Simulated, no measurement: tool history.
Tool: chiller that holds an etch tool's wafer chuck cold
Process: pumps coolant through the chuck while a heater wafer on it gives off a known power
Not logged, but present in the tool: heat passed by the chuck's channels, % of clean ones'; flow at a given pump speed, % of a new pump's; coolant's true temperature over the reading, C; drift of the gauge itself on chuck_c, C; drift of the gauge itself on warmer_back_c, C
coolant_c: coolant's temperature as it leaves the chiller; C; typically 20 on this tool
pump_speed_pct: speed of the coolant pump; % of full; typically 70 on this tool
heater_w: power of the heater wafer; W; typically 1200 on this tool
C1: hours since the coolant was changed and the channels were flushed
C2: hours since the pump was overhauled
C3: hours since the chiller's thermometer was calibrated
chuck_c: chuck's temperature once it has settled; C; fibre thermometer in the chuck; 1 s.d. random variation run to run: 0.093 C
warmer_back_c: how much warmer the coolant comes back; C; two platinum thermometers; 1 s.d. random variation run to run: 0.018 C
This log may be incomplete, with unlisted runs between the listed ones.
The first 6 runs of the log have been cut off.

run 7 hour=158.1 | coolant_c=20 pump_speed_pct=70 heater_w=1200 | C1=2396 C2=1112 C3=1813 | chuck_c=31.25 warmer_back_c=4.78
run 8 hour=181.9 | coolant_c=20 pump_speed_pct=70 heater_w=1200 | C1=2420 C2=1136 C3=1837 | chuck_c=31.28 warmer_back_c=4.76
run 9 hour=219.7 | coolant_c=20 pump_speed_pct=70 heater_w=1200 | C1=2458 C2=1174 C3=1874 | chuck_c=31.41 warmer_back_c=4.77
run 10 hour=254.1 | coolant_c=19 pump_speed_pct=70 heater_w=1200 | C1=2492 C2=1208 C3=1909 | chuck_c=30.01 warmer_back_c=4.75
-- hour=258.6 chiller's thermometer calibrated
run 11 hour=280.6 | coolant_c=20 pump_speed_pct=70 heater_w=850 | C1=2518 C2=1234 C3=22 | chuck_c=28.18 warmer_back_c=3.39
run 12 hour=324.1 | coolant_c=20 pump_speed_pct=70 heater_w=1200 | C1=2561 C2=1277 C3=65 | chuck_c=31.45 warmer_back_c=4.78
-- hour=345.9 chiller's thermometer calibrated, once more
run 13 hour=357.5 | coolant_c=20 pump_speed_pct=70 heater_w=1200 | C1=2593 C2=1310 C3=12 | chuck_c=30.95 warmer_back_c=4.72
run 14 hour=385.2 | coolant_c=20 pump_speed_pct=82 heater_w=1200 | C1=2621 C2=1337 C3=39 | chuck_c=29.98 warmer_back_c=4.09
run 15 hour=405.5 | coolant_c=20 pump_speed_pct=82 heater_w=1200 | C1=2641 C2=1358 C3=60 | chuck_c=29.90 warmer_back_c=4.09
run 16 hour=426.3 | coolant_c=20 pump_speed_pct=82 heater_w=1200 | C1=2662 C2=1378 C3=80 | chuck_c=29.93 warmer_back_c=4.10
run 17 hour=460.8 | coolant_c=10 pump_speed_pct=70 heater_w=985 | C1=2697 C2=1413 C3=115 | chuck_c=19.06 warmer_back_c=3.89
run 18 hour=487.7 | coolant_c=12 pump_speed_pct=71 heater_w=1001 | C1=2724 C2=1440 C3=142 | chuck_c=21.19 warmer_back_c=3.90
run 19 hour=511.3 | coolant_c=20 pump_speed_pct=74 heater_w=1349 | C1=2747 C2=1463 C3=165 | chuck_c=31.99 warmer_back_c=5.11
run 20 hour=538.0 | coolant_c=20 pump_speed_pct=74 heater_w=1349 | C1=2774 C2=1490 C3=192 | chuck_c=32.04 warmer_back_c=5.08
run 21 hour=570.1 | coolant_c=27 pump_speed_pct=65 heater_w=793 | C1=2806 C2=1522 C3=224 | chuck_c=34.83 warmer_back_c=3.41
run 22 hour=596.1 | coolant_c=13 pump_speed_pct=65 heater_w=815 | C1=2832 C2=1548 C3=250 | chuck_c=20.85 warmer_back_c=3.48
run 23 hour=617.6 | coolant_c=13 pump_speed_pct=65 heater_w=815 | C1=2853 C2=1570 C3=272 | chuck_c=20.86 warmer_back_c=3.51
run 24 hour=636.3 | coolant_c=28 pump_speed_pct=65 heater_w=1572 | C1=2872 C2=1588 C3=290 | chuck_c=43.29 warmer_back_c=6.70
run 25 hour=670.9 | coolant_c=11 pump_speed_pct=74 heater_w=1200 | C1=2907 C2=1623 C3=325 | chuck_c=21.79 warmer_back_c=4.51
run 26 hour=707.6 | coolant_c=29 pump_speed_pct=73 heater_w=1478 | C1=2943 C2=1660 C3=362 | chuck_c=42.21 warmer_back_c=5.63
run 27 hour=751.1 | coolant_c=20 pump_speed_pct=82 heater_w=1172 | C1=2987 C2=1703 C3=405 | chuck_c=29.66 warmer_back_c=4.01
run 28 hour=774.9 | coolant_c=20 pump_speed_pct=82 heater_w=1172 | C1=3011 C2=1727 C3=429 | chuck_c=29.90 warmer_back_c=4.00
run 29 hour=812.8 | coolant_c=20 pump_speed_pct=82 heater_w=1172 | C1=3049 C2=1765 C3=467 | chuck_c=29.70 warmer_back_c=4.02
run 30 hour=832.3 | coolant_c=20 pump_speed_pct=82 heater_w=1172 | C1=3068 C2=1784 C3=486 | chuck_c=29.87 warmer_back_c=4.03
run 31 hour=868.1 | coolant_c=20 pump_speed_pct=70 heater_w=718 | C1=3104 C2=1820 C3=522 | chuck_c=26.72 warmer_back_c=2.87

Each row is a separate what-if for the run after 31, all from the same tool condition, not one after another. Results?
run A hour=887.7 | coolant_c=14 pump_speed_pct=89 heater_w=680 | C1=3124 C2=1840 C3=542 | chuck_c=? warmer_back_c=?
run B hour=887.7 | coolant_c=17 pump_speed_pct=100 heater_w=1350 | C1=3124 C2=1840 C3=542 | chuck_c=? warmer_back_c=?
run C hour=887.7 | coolant_c=12 pump_speed_pct=94 heater_w=1200 | C1=3124 C2=1840 C3=542 | chuck_c=? warmer_back_c=?

run=A chuck_c=19.50 warmer_back_c=2.15
run=B chuck_c=26.91 warmer_back_c=3.79
run=C chuck_c=21.12 warmer_back_c=3.56
Had the tool no hidden state, the same runs would have come out as:
run=A chuck_c=19.08 warmer_back_c=2.11
run=B chuck_c=26.23 warmer_back_c=3.73
run=C chuck_c=20.48 warmer_back_c=3.51

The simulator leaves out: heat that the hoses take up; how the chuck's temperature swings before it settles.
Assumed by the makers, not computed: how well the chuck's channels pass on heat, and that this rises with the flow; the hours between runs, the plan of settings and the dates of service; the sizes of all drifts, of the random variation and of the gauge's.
